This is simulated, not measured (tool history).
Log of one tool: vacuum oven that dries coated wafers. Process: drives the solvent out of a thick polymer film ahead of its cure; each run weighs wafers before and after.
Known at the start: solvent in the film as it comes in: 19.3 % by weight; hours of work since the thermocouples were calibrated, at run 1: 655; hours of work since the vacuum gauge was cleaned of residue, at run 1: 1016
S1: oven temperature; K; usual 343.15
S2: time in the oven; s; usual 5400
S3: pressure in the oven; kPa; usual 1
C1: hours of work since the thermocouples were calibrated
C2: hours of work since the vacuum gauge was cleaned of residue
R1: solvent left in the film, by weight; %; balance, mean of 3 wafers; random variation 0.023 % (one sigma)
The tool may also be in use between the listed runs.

| run | hour | S1 | S2 | S3 | C1 | C2 | R1 |
|---|---|---|---|---|---|---|---|
| 1 | 0 | 343.15 | 5400 | 1 | 655 | 1016 | 1.28 |
| 2 | 25.8 | 343.15 | 4320 | 1 | 671 | 1032 | 1.78 |
| 3 | 64.3 | 343.15 | 4320 | 1 | 694 | 1055 | 1.84 |
| 4 | 93.6 | 343.15 | 5400 | 1 | 713 | 1074 | 1.23 |
| 5 | 134.4 | 343.15 | 5400 | 1 | 738 | 1099 | 1.21 |
| 6 | 183.5 | 334.15 | 5400 | 1 | 768 | 1129 | 4.24 |
|  | 221 | vacuum gauge cleaned of residue and calibrated |
| 7 | 227.6 | 334.15 | 5400 | 1 | 795 | 4 | 4.15 |
| 8 | 264.1 | 334.15 | 5400 | 1 | 817 | 27 | 4.15 |
| 9 | 325.7 | 343.15 | 5400 | 1 | 855 | 65 | 1.05 |
| 10 | 383.2 | 343.15 | 5400 | 1 | 891 | 100 | 1.1 |
| 11 | 411.3 | 343.15 | 5400 | 1 | 908 | 118 | 1.12 |
| 12 | 460.8 | 331.15 | 5400 | 0.53 | 939 | 148 | 5.24 |
| 13 | 497.4 | 331.15 | 5400 | 0.53 | 962 | 171 | 5.3 |
| 14 | 529.5 | 351.15 | 2940 | 3.11 | 982 | 191 | 1.54 |
| 15 | 562.9 | 343.15 | 5820 | 1 | 1002 | 212 | 0.95 |
| 16 | 606.1 | 343.15 | 5820 | 1 | 1029 | 238 | 0.94 |
| 17 | 657.6 | 343.15 | 5820 | 1 | 1061 | 270 | 0.97 |
| 18 | 716.1 | 351.15 | 3600 | 1 | 1097 | 307 | 0.63 |
| 19 | 774.2 | 345.15 | 4140 | 1.15 | 1133 | 343 | 1.35 |
| 20 | 807.7 | 345.15 | 4140 | 1.15 | 1154 | 363 | 1.34 |
| 21 | 836.7 | 332.15 | 5400 | 3.08 | 1172 | 381 | 6.28 |

3 ways to go on from here, each from the tool as it stands after run 21. What would each give?
| A | 878.9 | 332.15 | 3840 | 0.61 | 1198 | 408 | ? |
| B | 878.9 | 349.15 | 5400 | 3.08 | 1198 | 408 | ? |
| C | 878.9 | 332.15 | 5400 | 0.65 | 1198 | 408 | ? |

| run | R1 |
|---|---|
| A | 6.65 |
| B | 1.26 |
| C | 4.77 |
Without the tool's hidden state the same runs would have given:
| run | R1 |
|---|---|
| A | 7.21 |
| B | 1.32 |
| C | 5.32 |
